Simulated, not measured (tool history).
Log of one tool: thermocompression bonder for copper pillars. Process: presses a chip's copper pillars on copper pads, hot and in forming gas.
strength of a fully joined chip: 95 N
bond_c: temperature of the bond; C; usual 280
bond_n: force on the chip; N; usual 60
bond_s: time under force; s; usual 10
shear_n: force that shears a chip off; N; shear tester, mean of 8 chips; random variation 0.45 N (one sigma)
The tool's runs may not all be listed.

run,hour,bond_c,bond_n,bond_s,shear_n
1,0,280,60,10,61.8
2,29.2,280,60,10,61.6
3,55.8,280,60,10,61.7
4,107.1,280,60,10,61.2
5,156.2,280,60,10,61.3
# hour 168.3: forming gas filter changed
6,183.2,260,60,10,51.8
7,223.6,260,60,6,43.7
8,250.6,260,60,6,43.2
9,281.5,260,60,6,43.6
10,333.5,260,60,6,42.9
11,389.2,260,60,8,47.2
12,422.5,280,60,7,56.6
13,476.2,280,60,10,62.3
14,532.8,252,50,30,58.4
# hour 540.2: heater calibrated with a thermocouple chip
15,591.9,288,37,8,44.8
16,620.3,252,44,6,28
17,671.2,283,60,29,76.6
# hour 681: force cell calibrated
18,720,283,60,29,75.4
# hour 756.7: heater calibrated with a thermocouple chip, once more
19,763.5,269,44,10,49.3
20,815.7,299,56,7,64.9
21,876.4,308,57,11,75.4
# hour 897.7: forming gas filter changed
22,903.3,307,79,10,85
23,935.1,307,79,10,84.8
24,962.8,271,39,23,61.7
25,1007.2,309,51,23,85.4

5 ways to go on from here, each from the tool as it stands after run 25. What would each give?
A,1066.6,291,38,12,?
B,1066.6,280,66,15,?
C,1066.6,291,70,28,?
D,1066.6,270,60,13,?
E,1066.6,280,65,19,?

run,shear_n
A,60.8
B,74.1
C,87.2
D,64.3
E,77.6
Without the tool's hidden state the same runs would have given:
run,shear_n
A,61.4
B,74.9
C,88.2
D,65.1
E,78.5

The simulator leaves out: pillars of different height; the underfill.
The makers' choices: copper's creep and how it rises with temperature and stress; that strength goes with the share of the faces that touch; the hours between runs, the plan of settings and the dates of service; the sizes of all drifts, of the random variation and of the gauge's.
